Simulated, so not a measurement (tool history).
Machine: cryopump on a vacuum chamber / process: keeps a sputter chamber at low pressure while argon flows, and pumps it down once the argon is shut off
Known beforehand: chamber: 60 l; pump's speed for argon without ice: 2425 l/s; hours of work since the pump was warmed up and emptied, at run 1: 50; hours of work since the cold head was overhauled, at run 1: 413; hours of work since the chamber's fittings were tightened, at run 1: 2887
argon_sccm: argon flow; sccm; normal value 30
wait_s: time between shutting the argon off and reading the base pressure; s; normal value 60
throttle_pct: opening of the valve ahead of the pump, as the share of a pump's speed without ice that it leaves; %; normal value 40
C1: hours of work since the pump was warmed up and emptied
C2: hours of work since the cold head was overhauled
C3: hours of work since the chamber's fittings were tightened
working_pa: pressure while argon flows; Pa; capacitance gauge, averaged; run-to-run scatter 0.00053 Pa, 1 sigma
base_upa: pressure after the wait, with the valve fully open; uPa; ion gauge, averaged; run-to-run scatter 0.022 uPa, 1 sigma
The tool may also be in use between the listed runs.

Run 1, hour 0: usual settings; C1 50; C2 413; C3 2887. Result: working_pa 0.0538 Pa, base_upa 1.52 uPa.
Run 2, hour 15.9: usual settings; C1 63; C2 426; C3 2901. Result: working_pa 0.0534 Pa, base_upa 1.55 uPa.
Run 3, hour 25: usual settings; C1 71; C2 434; C3 2909. Result: working_pa 0.0529 Pa, base_upa 1.48 uPa.
Run 4, hour 34.1: usual settings; C1 79; C2 442; C3 2916. Result: working_pa 0.0525 Pa, base_upa 1.55 uPa.
Run 5, hour 44.1: usual settings but wait_s 121 s; C1 87; C2 450; C3 2925. Result: working_pa 0.0533 Pa, base_upa 1.28 uPa.
Run 6, hour 56.1: usual settings but throttle_pct 48 %; C1 97; C2 460; C3 2935. Result: working_pa 0.0456 Pa, base_upa 1.55 uPa.
Run 7, hour 65.6: usual settings but throttle_pct 36 %; C1 105; C2 468; C3 2943. Result: working_pa 0.0594 Pa, base_upa 1.54 uPa.
Run 8, hour 75.9: usual settings but throttle_pct 36 %; C1 114; C2 477; C3 2952. Result: working_pa 0.0601 Pa, base_upa 1.56 uPa.
Run 9, hour 85.7: usual settings; C1 122; C2 485; C3 2960. Result: working_pa 0.0535 Pa, base_upa 1.52 uPa.
Run 10, hour 100.7: usual settings; C1 135; C2 498; C3 2973. Result: working_pa 0.0538 Pa, base_upa 1.59 uPa.
Run 11, hour 114.4: usual settings but argon_sccm 52 sccm, throttle_pct 25 %; C1 147; C2 510; C3 2984. Result: working_pa 0.1473 Pa, base_upa 1.65 uPa.
Run 12, hour 126: usual settings but argon_sccm 50 sccm, wait_s 191 s, throttle_pct 39 %; C1 157; C2 520; C3 2994. Result: working_pa 0.0924 Pa, base_upa 1.35 uPa.
Run 13, hour 137.9: usual settings but argon_sccm 50 sccm, wait_s 191 s, throttle_pct 39 %; C1 167; C2 530; C3 3004. Result: working_pa 0.0922 Pa, base_upa 1.33 uPa.
Run 14, hour 145.7: usual settings but argon_sccm 25 sccm, wait_s 227 s, throttle_pct 20 %; C1 173; C2 536; C3 3011. Result: working_pa 0.0893 Pa, base_upa 1.32 uPa.
Run 15, hour 157.4: usual settings but wait_s 162 s; C1 183; C2 546; C3 3021. Result: working_pa 0.0546 Pa, base_upa 1.33 uPa.
Run 16, hour 170.6: usual settings but wait_s 162 s; C1 194; C2 557; C3 3032. Result: working_pa 0.0538 Pa, base_upa 1.38 uPa.
Run 17, hour 180.7: usual settings but wait_s 162 s; C1 203; C2 566; C3 3041. Result: working_pa 0.0546 Pa, base_upa 1.33 uPa.
Run 18, hour 194: usual settings but argon_sccm 21 sccm, throttle_pct 51 %; C1 214; C2 577; C3 3052. Result: working_pa 0.0303 Pa, base_upa 1.66 uPa.
Run 19, hour 203: usual settings but argon_sccm 21 sccm, throttle_pct 51 %; C1 222; C2 585; C3 3060. Result: working_pa 0.0306 Pa, base_upa 1.7 uPa.

Expected results for the next run?
Run 20, hour 214.4: usual settings but argon_sccm 21 sccm, throttle_pct 51 %; C1 232; C2 595; C3 3069. Result: working_pa ?, base_upa ?.

{"run 20": {"working_pa": 0.0301, "base_upa": 1.67}}
With the hidden condition absent and the run-to-run variation left alone, this run would have shown working_pa 0.0282 Pa, base_upa 0.54 uPa.
